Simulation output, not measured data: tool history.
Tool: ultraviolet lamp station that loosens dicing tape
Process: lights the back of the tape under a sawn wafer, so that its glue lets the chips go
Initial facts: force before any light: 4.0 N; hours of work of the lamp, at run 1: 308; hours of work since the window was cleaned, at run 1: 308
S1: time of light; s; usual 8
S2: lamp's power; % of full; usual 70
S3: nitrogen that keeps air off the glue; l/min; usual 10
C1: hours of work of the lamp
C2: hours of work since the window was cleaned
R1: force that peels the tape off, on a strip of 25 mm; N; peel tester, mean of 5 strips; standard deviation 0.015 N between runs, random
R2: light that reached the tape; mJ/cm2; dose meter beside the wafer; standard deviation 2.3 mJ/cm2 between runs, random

run	hour	S1	S2	S3	C1	C2	R1	R2
1	0	8	70	10	308	308	0.958	165
2	40	8	70	12	334	334	0.867	159
3	82.1	8	97	10	361	361	0.652	216
# hour 107.3: window cleaned of glue's vapour
4	139.4	8	97	4	397	21	0.827	254
5	229.5	8	97	4	455	79	0.924	248
6	287.2	8	70	10	493	116	0.847	172
7	331.9	8	70	10	521	145	0.915	171
8	387.6	8	70	10	557	181	0.916	168
9	476.9	8	70	10	615	238	0.976	157
10	559.4	8	98	10	668	292	0.683	210
11	642.9	8	98	10	722	346	0.696	206
# hour 688.6: window cleaned of glue's vapour
12	690.3	5	98	10	752	1	1.089	150
13	742.3	5	98	10	786	35	1.061	147
14	786.7	8	70	10	814	63	0.957	161
15	864.1	8	70	10	864	113	0.963	157
16	954.9	8	70	4	923	172	1.475	153
17	1043.8	8	70	10	980	229	1.114	149
18	1127	8	70	10	1034	283	1.155	139
19	1182.9	8	70	10	1070	319	1.227	136
20	1263.7	8	70	10	1122	371	1.245	129
# hour 1274.3: window cleaned of glue's vapour
21	1335.5	8	70	10	1168	39	1.081	148
22	1411.2	8	70	10	1217	88	1.094	143
23	1493.6	6	70	10	1270	141	1.536	102
24	1566.1	13	70	9	1317	188	0.695	215
# hour 1633.6: lamp changed
25	1636.5	5	70	7	2	233	1.636	115
26	1723.6	16	90	7	58	289	0.284	450
27	1813.7	16	90	7	116	347	0.292	435
# hour 1860.1: window cleaned of glue's vapour
28	1902	11	78	10	173	27	0.401	294
29	1949.8	11	78	10	204	58	0.426	293
30	2039.6	11	78	10	262	116	0.449	277
31	2131	9	89	19	320	175	0.403	253
32	2169.7	10	82	10	345	200	0.522	253
33	2240.8	8	94	7	391	246	0.753	220
34	2302.2	8	88	10	431	285	0.711	207
35	2386	8	69	6	485	339	1.293	155
36	2436.3	5	65	20	517	372	1.484	87
# hour 2445: window cleaned of glue's vapour
37	2524	5	65	20	574	51	1.309	102
38	2598.9	11	70	12	622	99	0.518	230
39	2645.8	8	86	8	652	130	0.797	204
40	2691.2	8	86	8	682	159	0.833	202
41	2755.7	8	86	8	723	200	0.82	195
42	2837.2	8	68	10	776	253	1.049	149

Forecast each of these 5 alternatives for the next run:
A	2896.5	8	70	15	814	291	?	?
B	2896.5	8	68	7	814	291	?	?
C	2896.5	12	68	10	814	291	?	?
D	2896.5	8	93	14	814	291	?	?
E	2896.5	8	80	10	814	291	?	?

run	R1	R2
A	0.893	150
B	1.263	144
C	0.656	217
D	0.611	198
E	0.903	170
Without the tool's unlogged condition, the same runs would have read:
run	R1	R2
A	0.555	210
B	0.845	202
C	0.401	304
D	0.374	278
E	0.563	240
